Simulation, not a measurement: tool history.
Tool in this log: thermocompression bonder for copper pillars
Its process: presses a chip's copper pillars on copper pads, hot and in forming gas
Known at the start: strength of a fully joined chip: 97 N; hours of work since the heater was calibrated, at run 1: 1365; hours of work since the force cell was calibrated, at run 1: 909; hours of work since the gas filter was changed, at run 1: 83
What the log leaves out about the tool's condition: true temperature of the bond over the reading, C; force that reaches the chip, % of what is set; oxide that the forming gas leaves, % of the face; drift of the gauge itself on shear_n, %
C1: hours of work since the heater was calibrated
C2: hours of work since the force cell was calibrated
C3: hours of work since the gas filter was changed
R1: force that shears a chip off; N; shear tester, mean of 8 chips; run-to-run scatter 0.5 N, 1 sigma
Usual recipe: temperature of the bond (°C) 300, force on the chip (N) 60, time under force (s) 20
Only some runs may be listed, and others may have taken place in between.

{"run": 1, "hour": 0.0, "temperature of the bond (°C)": 300, "force on the chip (N)": 60, "time under force (s)": 20, "C1": 1365, "C2": 909, "C3": 83, "R1": 37.8}
{"run": 2, "hour": 37.3, "temperature of the bond (°C)": 282, "force on the chip (N)": 60, "time under force (s)": 20, "C1": 1380, "C2": 925, "C3": 99, "R1": 29.8}
{"run": 3, "hour": 110.1, "temperature of the bond (°C)": 300, "force on the chip (N)": 60, "time under force (s)": 28, "C1": 1411, "C2": 955, "C3": 130, "R1": 42.2}
{"run": 4, "hour": 190.3, "temperature of the bond (°C)": 300, "force on the chip (N)": 60, "time under force (s)": 28, "C1": 1445, "C2": 989, "C3": 163, "R1": 41.9}
{"run": 5, "hour": 242.0, "temperature of the bond (°C)": 300, "force on the chip (N)": 60, "time under force (s)": 28, "C1": 1466, "C2": 1011, "C3": 185, "R1": 43.2}
{"hour": 261.9, "done": "forming gas filter changed"}
{"run": 6, "hour": 285.5, "temperature of the bond (°C)": 300, "force on the chip (N)": 60, "time under force (s)": 28, "C1": 1484, "C2": 1029, "C3": 10, "R1": 42.6}
{"run": 7, "hour": 343.5, "temperature of the bond (°C)": 300, "force on the chip (N)": 60, "time under force (s)": 20, "C1": 1509, "C2": 1053, "C3": 34, "R1": 38.3}
{"run": 8, "hour": 404.2, "temperature of the bond (°C)": 300, "force on the chip (N)": 60, "time under force (s)": 20, "C1": 1534, "C2": 1079, "C3": 60, "R1": 38.4}
{"hour": 413.4, "done": "force cell calibrated"}
{"run": 9, "hour": 486.4, "temperature of the bond (°C)": 300, "force on the chip (N)": 60, "time under force (s)": 23, "C1": 1568, "C2": 31, "C3": 94, "R1": 39.4}
{"run": 10, "hour": 559.0, "temperature of the bond (°C)": 303, "force on the chip (N)": 60, "time under force (s)": 23, "C1": 1599, "C2": 61, "C3": 124, "R1": 41.5}
{"run": 11, "hour": 634.9, "temperature of the bond (°C)": 303, "force on the chip (N)": 60, "time under force (s)": 23, "C1": 1631, "C2": 93, "C3": 156, "R1": 41.4}
{"run": 12, "hour": 703.8, "temperature of the bond (°C)": 324, "force on the chip (N)": 60, "time under force (s)": 20, "C1": 1660, "C2": 122, "C3": 185, "R1": 47.1}
{"hour": 723.0, "done": "forming gas filter changed"}
{"run": 13, "hour": 759.4, "temperature of the bond (°C)": 324, "force on the chip (N)": 60, "time under force (s)": 20, "C1": 1683, "C2": 145, "C3": 15, "R1": 47.8}
{"hour": 793.9, "done": "heater calibrated with a thermocouple chip"}
{"run": 14, "hour": 820.6, "temperature of the bond (°C)": 324, "force on the chip (N)": 60, "time under force (s)": 20, "C1": 11, "C2": 170, "C3": 40, "R1": 48.9}
{"run": 15, "hour": 872.2, "temperature of the bond (°C)": 288, "force on the chip (N)": 60, "time under force (s)": 20, "C1": 33, "C2": 192, "C3": 62, "R1": 33.3}
{"run": 16, "hour": 929.3, "temperature of the bond (°C)": 288, "force on the chip (N)": 60, "time under force (s)": 20, "C1": 57, "C2": 216, "C3": 86, "R1": 32.9}
{"run": 17, "hour": 992.8, "temperature of the bond (°C)": 300, "force on the chip (N)": 60, "time under force (s)": 20, "C1": 84, "C2": 243, "C3": 113, "R1": 38.7}
{"run": 18, "hour": 1051.0, "temperature of the bond (°C)": 300, "force on the chip (N)": 60, "time under force (s)": 20, "C1": 108, "C2": 267, "C3": 137, "R1": 37.7}
{"run": 19, "hour": 1093.9, "temperature of the bond (°C)": 300, "force on the chip (N)": 36, "time under force (s)": 21, "C1": 126, "C2": 285, "C3": 155, "R1": 23.9}
{"run": 20, "hour": 1161.3, "temperature of the bond (°C)": 300, "force on the chip (N)": 36, "time under force (s)": 18, "C1": 154, "C2": 313, "C3": 183, "R1": 22.3}
{"hour": 1185.7, "done": "forming gas filter changed"}
{"run": 21, "hour": 1238.7, "temperature of the bond (°C)": 300, "force on the chip (N)": 36, "time under force (s)": 18, "C1": 187, "C2": 346, "C3": 22, "R1": 21.8}
{"run": 22, "hour": 1292.8, "temperature of the bond (°C)": 329, "force on the chip (N)": 60, "time under force (s)": 14, "C1": 210, "C2": 368, "C3": 45, "R1": 44.7}
{"run": 23, "hour": 1337.8, "temperature of the bond (°C)": 329, "force on the chip (N)": 60, "time under force (s)": 14, "C1": 228, "C2": 387, "C3": 64, "R1": 44.5}
{"run": 24, "hour": 1400.6, "temperature of the bond (°C)": 300, "force on the chip (N)": 36, "time under force (s)": 12, "C1": 255, "C2": 414, "C3": 90, "R1": 18.5}
{"run": 25, "hour": 1473.5, "temperature of the bond (°C)": 324, "force on the chip (N)": 69, "time under force (s)": 20, "C1": 286, "C2": 444, "C3": 121, "R1": 52.8}
{"run": 26, "hour": 1517.5, "temperature of the bond (°C)": 324, "force on the chip (N)": 69, "time under force (s)": 20, "C1": 304, "C2": 463, "C3": 140, "R1": 53.4}
{"run": 27, "hour": 1561.7, "temperature of the bond (°C)": 315, "force on the chip (N)": 63, "time under force (s)": 47, "C1": 323, "C2": 482, "C3": 158, "R1": 60}
{"run": 28, "hour": 1621.4, "temperature of the bond (°C)": 293, "force on the chip (N)": 47, "time under force (s)": 21, "C1": 348, "C2": 507, "C3": 183, "R1": 28.4}
{"hour": 1643.4, "done": "forming gas filter changed"}
{"run": 29, "hour": 1658.5, "temperature of the bond (°C)": 326, "force on the chip (N)": 68, "time under force (s)": 54, "C1": 363, "C2": 522, "C3": 6, "R1": 70.8}
{"run": 30, "hour": 1706.2, "temperature of the bond (°C)": 300, "force on the chip (N)": 71, "time under force (s)": 17, "C1": 383, "C2": 542, "C3": 26, "R1": 40.4}
{"run": 31, "hour": 1781.2, "temperature of the bond (°C)": 278, "force on the chip (N)": 70, "time under force (s)": 11, "C1": 415, "C2": 574, "C3": 58, "R1": 25.8}
{"run": 32, "hour": 1850.3, "temperature of the bond (°C)": 282, "force on the chip (N)": 60, "time under force (s)": 35, "C1": 444, "C2": 603, "C3": 87, "R1": 38.1}
{"run": 33, "hour": 1899.5, "temperature of the bond (°C)": 282, "force on the chip (N)": 60, "time under force (s)": 35, "C1": 464, "C2": 623, "C3": 108, "R1": 38.1}

What differs in the tool's unlogged condition from the final listed run ahead of each entry between runs to the first listed run following it?
Runs 5 to 6: forming gas filter changed (hour 261.9)
  oxide that the forming gas leaves, % of the face: 0.7 -> 0.51
Runs 8 to 9: force cell calibrated (hour 413.4)
  force that reaches the chip, % of what is set: 99.7 -> 100; oxide that the forming gas leaves, % of the face: 0.57 -> 0.6
Runs 12 to 13: forming gas filter changed (hour 723)
  true temperature of the bond over the reading, C: -0.4 -> -0.5; oxide that the forming gas leaves, % of the face: 0.71 -> 0.52
Runs 13 to 14: heater calibrated with a thermocouple chip (hour 793.9)
  true temperature of the bond over the reading, C: -0.5 -> 0; force that reaches the chip, % of what is set: 100 -> 99.9; oxide that the forming gas leaves, % of the face: 0.52 -> 0.55
Runs 20 to 21: forming gas filter changed (hour 1185.7)
  oxide that the forming gas leaves, % of the face: 0.7 -> 0.53
Runs 28 to 29: forming gas filter changed (hour 1643.4)
  oxide that the forming gas leaves, % of the face: 0.71 -> 0.51
